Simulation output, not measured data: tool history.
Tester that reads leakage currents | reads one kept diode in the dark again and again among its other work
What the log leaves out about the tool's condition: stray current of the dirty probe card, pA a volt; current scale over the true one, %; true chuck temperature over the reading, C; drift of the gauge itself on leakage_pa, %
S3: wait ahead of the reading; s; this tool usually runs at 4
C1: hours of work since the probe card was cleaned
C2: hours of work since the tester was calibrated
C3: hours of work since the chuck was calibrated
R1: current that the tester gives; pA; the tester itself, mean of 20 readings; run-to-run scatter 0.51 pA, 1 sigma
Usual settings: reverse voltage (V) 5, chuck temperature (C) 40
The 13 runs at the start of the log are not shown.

{"run": 14, "hour": 835.9, "reverse voltage (V)": 5, "chuck temperature (C)": 53, "S3": 4, "C1": 1118, "C2": 563, "C3": 1338, "R1": 677.97}
{"run": 15, "hour": 878.3, "reverse voltage (V)": 5, "chuck temperature (C)": 40, "S3": 4, "C1": 1144, "C2": 589, "C3": 1364, "R1": 248.94}
{"run": 16, "hour": 916.7, "reverse voltage (V)": 5, "chuck temperature (C)": 40, "S3": 4, "C1": 1168, "C2": 613, "C3": 1388, "R1": 249.57}
{"run": 17, "hour": 970.9, "reverse voltage (V)": 5, "chuck temperature (C)": 40, "S3": 4, "C1": 1201, "C2": 646, "C3": 1421, "R1": 248.73}
{"run": 18, "hour": 1058.9, "reverse voltage (V)": 2.3, "chuck temperature (C)": 40, "S3": 4, "C1": 1256, "C2": 700, "C3": 1475, "R1": 190.99}
{"run": 19, "hour": 1132.6, "reverse voltage (V)": 2.3, "chuck temperature (C)": 40, "S3": 4, "C1": 1301, "C2": 746, "C3": 1521, "R1": 190.29}
{"run": 20, "hour": 1221.9, "reverse voltage (V)": 2.3, "chuck temperature (C)": 40, "S3": 4, "C1": 1356, "C2": 801, "C3": 1576, "R1": 189.79}
{"run": 21, "hour": 1302.3, "reverse voltage (V)": 2.3, "chuck temperature (C)": 40, "S3": 4, "C1": 1405, "C2": 850, "C3": 1625, "R1": 189.84}
{"run": 22, "hour": 1365.2, "reverse voltage (V)": 10.56, "chuck temperature (C)": 44, "S3": 4, "C1": 1444, "C2": 889, "C3": 1664, "R1": 441.32}
{"run": 23, "hour": 1417.4, "reverse voltage (V)": 7.16, "chuck temperature (C)": 40, "S3": 2.4, "C1": 1476, "C2": 921, "C3": 1696, "R1": 281.99}
{"run": 24, "hour": 1460.4, "reverse voltage (V)": 7.16, "chuck temperature (C)": 40, "S3": 2.4, "C1": 1503, "C2": 948, "C3": 1723, "R1": 282.84}
{"hour": 1496.2, "done": "chuck's temperature calibrated"}
{"run": 25, "hour": 1513.9, "reverse voltage (V)": 1.34, "chuck temperature (C)": 44, "S3": 4.54, "C1": 1534, "C2": 979, "C3": 11, "R1": 231.06}
{"run": 26, "hour": 1603.3, "reverse voltage (V)": 1.34, "chuck temperature (C)": 44, "S3": 2.96, "C1": 1590, "C2": 1034, "C3": 66, "R1": 231.54}
{"run": 27, "hour": 1685.4, "reverse voltage (V)": 1.34, "chuck temperature (C)": 44, "S3": 2.96, "C1": 1640, "C2": 1085, "C3": 117, "R1": 231.28}
{"run": 28, "hour": 1744.1, "reverse voltage (V)": 12.94, "chuck temperature (C)": 29, "S3": 2.96, "C1": 1676, "C2": 1121, "C3": 153, "R1": 161.71}

Run 29 has not been measured yet. What should we expect?
{"run": 29, "hour": 1789.5, "reverse voltage (V)": 9.81, "chuck temperature (C)": 26, "S3": 5.54, "C1": 1704, "C2": 1149, "C3": 181, "R1": "?"}

R1: 114.4 pA
Had the tool carried no hidden state, the very same run would have given R1 101.22 pA.
